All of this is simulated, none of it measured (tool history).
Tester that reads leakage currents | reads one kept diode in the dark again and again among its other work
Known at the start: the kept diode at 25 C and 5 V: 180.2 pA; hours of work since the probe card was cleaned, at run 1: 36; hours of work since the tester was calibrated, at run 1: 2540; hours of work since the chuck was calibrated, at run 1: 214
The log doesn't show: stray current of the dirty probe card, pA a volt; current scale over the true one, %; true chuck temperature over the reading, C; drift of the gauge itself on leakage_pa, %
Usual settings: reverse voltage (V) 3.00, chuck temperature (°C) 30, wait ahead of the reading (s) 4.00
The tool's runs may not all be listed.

run,day,reverse voltage (V),chuck temperature (°C),wait ahead of the reading (s),hours of work since the probe card was cleaned,hours of work since the tester was calibrated,hours of work since the chuck was calibrated,current that the tester gives (pA)
1,0.000,3.00,30,4.00,36,2540,214,209.53
2,4.225,9.29,30,4.00,83,2587,261,394.89
3,8.367,7.69,30,4.00,129,2633,307,358.96
4,13.158,3.00,30,4.00,182,2686,360,215.30
5,18.212,7.79,30,4.00,237,2742,416,366.80
6,24.642,3.00,30,0.98,308,2813,487,220.12
7,31.425,3.00,30,0.98,383,2888,562,221.61
8,37.775,3.00,30,0.58,453,2958,632,226.40
9,42.342,3.00,30,0.58,504,3008,682,228.70
10,49.821,3.00,30,0.58,586,3091,765,230.77
11,56.921,3.00,30,4.09,665,3169,843,234.13
12,62.992,3.00,30,4.09,732,3236,910,235.02
13,68.988,3.00,30,4.09,798,3302,977,238.17
14,73.162,14.32,52,0.33,844,3349,1023,2627.22
15,78.638,14.32,52,0.33,905,3409,1083,2667.41
# day 81.996: chuck's temperature calibrated
16,82.771,6.08,25,2.15,950,3454,9,213.71
17,88.058,6.08,25,2.15,1008,3512,67,216.17
18,93.183,6.08,25,2.15,1065,3569,124,219.97
19,98.312,6.20,24,0.72,1121,3625,180,209.67
20,103.500,3.40,41,6.89,1179,3683,238,513.35
21,107.879,10.72,34,6.04,1227,3731,286,602.63
22,114.338,10.72,34,6.04,1298,3802,357,607.21
23,117.717,10.72,34,6.04,1336,3840,395,614.54
24,122.733,10.72,34,6.04,1391,3895,450,618.05
25,128.054,10.44,34,8.89,1450,3954,509,612.16
26,134.900,10.44,34,8.89,1525,4030,584,624.59

3 ways to go on from here, each from the tool as it stands after run 26. What would each give?
A,138.642,8.87,30,1.00,1567,4071,626,?
B,138.642,2.51,22,9.69,1567,4071,626,?
C,138.642,3.87,21,0.58,1567,4071,626,?

run,current that the tester gives (pA)
A,432.08
B,115.78
C,138.78
Without the tool's hidden state the same runs would have given:
run,current that the tester gives (pA)
A,367.36
B,97.55
C,115.77
